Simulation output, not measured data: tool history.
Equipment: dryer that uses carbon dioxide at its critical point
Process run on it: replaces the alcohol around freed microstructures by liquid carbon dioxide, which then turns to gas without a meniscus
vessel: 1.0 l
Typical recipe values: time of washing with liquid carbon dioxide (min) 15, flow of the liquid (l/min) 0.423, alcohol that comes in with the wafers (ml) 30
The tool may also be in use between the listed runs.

run	hour	time of washing with liquid carbon dioxide (min)	flow of the liquid (l/min)	alcohol that comes in with the wafers (ml)	alcohol left in the vessel before it's heated (ppm by volume)
1	0.0	15	0.423	30	134
2	15.8	15	0.423	30	139
3	33.2	15	0.423	101	401
4	46.8	15	0.423	101	415
5	60.1	15	0.310	30	565
6	73.2	15	0.493	30	81
7	85.4	15	0.493	30	84
8	108.5	12	0.423	30	397
9	120.8	23	0.423	30	50
10	143.5	23	0.423	30	45
11	165.5	23	0.423	30	39
12	190.5	15	0.542	30	66
13	210.2	15	0.542	30	72
14	233.9	15	0.542	30	73
15	252.4	15	0.586	30	68
16	276.1	11	0.432	83	1685
17	299.4	11	0.432	83	1719
18	312.4	11	0.266	51	4812
19	333.9	15	0.423	52	340
20	355.6	14	0.377	30	460
21	378.6	14	0.524	101	326
22	400.3	14	0.524	101	334
23	418.2	14	0.524	37	156
24	443.4	14	0.524	37	170
25	457.5	13	0.559	37	190
26	471.2	13	0.520	37	232
27	483.0	13	0.520	37	236
# hour 500.7: inlet filter changed
28	506.3	15	0.336	30	372

4 ways to go on from here, each from the tool as it stands after run 28. What would each give?
A	529.6	23	0.654	20	?
B	529.6	15	0.402	30	?
C	529.6	11	0.423	62	?
D	529.6	15	0.336	35	?

run	alcohol left in the vessel before it's heated (ppm by volume)
A	57
B	183
C	983
D	420
With no hidden state in the tool, these same runs would have given:
run	alcohol left in the vessel before it's heated (ppm by volume)
A	0
B	118
C	890
D	348
